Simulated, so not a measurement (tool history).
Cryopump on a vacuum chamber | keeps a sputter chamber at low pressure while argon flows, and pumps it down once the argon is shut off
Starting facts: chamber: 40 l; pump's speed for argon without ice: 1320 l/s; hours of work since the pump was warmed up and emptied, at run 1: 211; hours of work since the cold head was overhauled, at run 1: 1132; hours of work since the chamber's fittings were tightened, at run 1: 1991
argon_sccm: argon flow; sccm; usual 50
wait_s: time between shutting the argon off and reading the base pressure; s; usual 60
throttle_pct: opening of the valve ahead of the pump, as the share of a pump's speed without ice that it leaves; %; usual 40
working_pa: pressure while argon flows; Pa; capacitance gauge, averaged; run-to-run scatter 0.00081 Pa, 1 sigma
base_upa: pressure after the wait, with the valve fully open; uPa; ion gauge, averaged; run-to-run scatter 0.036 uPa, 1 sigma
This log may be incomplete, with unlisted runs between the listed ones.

run	hour	argon_sccm	wait_s	throttle_pct	hours of work since the pump was warmed up and emptied	hours of work since the cold head was overhauled	hours of work since the chamber's fittings were tightened	working_pa	base_upa
1	0.0	50	60	40	211	1132	1991	0.1675	2.85
2	59.6	50	60	40	237	1158	2017	0.1673	2.95
3	101.8	42	60	40	255	1176	2035	0.1418	2.96
4	158.5	42	60	40	280	1201	2060	0.1405	2.86
5	212.3	42	60	40	303	1224	2083	0.1430	2.94
6	243.6	42	60	40	317	1238	2096	0.1438	2.94
7	280.8	42	60	40	333	1254	2113	0.1435	3.01
8	321.5	42	60	40	350	1271	2130	0.1439	3.00
9	362.0	42	60	40	368	1289	2148	0.1443	2.92
10	417.9	50	60	40	392	1313	2172	0.1736	3.11
11	464.1	50	60	24	412	1333	2192	0.2803	3.11
12	498.0	50	60	24	427	1348	2207	0.2808	3.08
13	559.2	50	60	24	453	1374	2233	0.2831	3.10
14	606.2	50	60	40	474	1395	2254	0.1753	3.16
15	649.2	50	299	40	492	1413	2272	0.1760	1.79
16	719.2	50	26	40	523	1444	2303	0.1775	5.43
17	769.5	50	26	40	544	1465	2324	0.1771	5.48
18	820.2	47	29	40	566	1487	2346	0.1679	5.12
19	857.5	51	212	40	583	1504	2362	0.1823	1.97
20	924.8	51	154	40	612	1533	2392	0.1837	2.11

Run 21, settings as shown, results not yet in. Your forecast:
21	996.6	51	154	40	643	1564	2423	?	?

Run 21 gave working_pa 0.1862 Pa, base_upa 2.24 uPa.
With the hidden condition absent and the run-to-run variation left alone, this run would have shown working_pa 0.1642 Pa, base_upa 0.91 uPa.
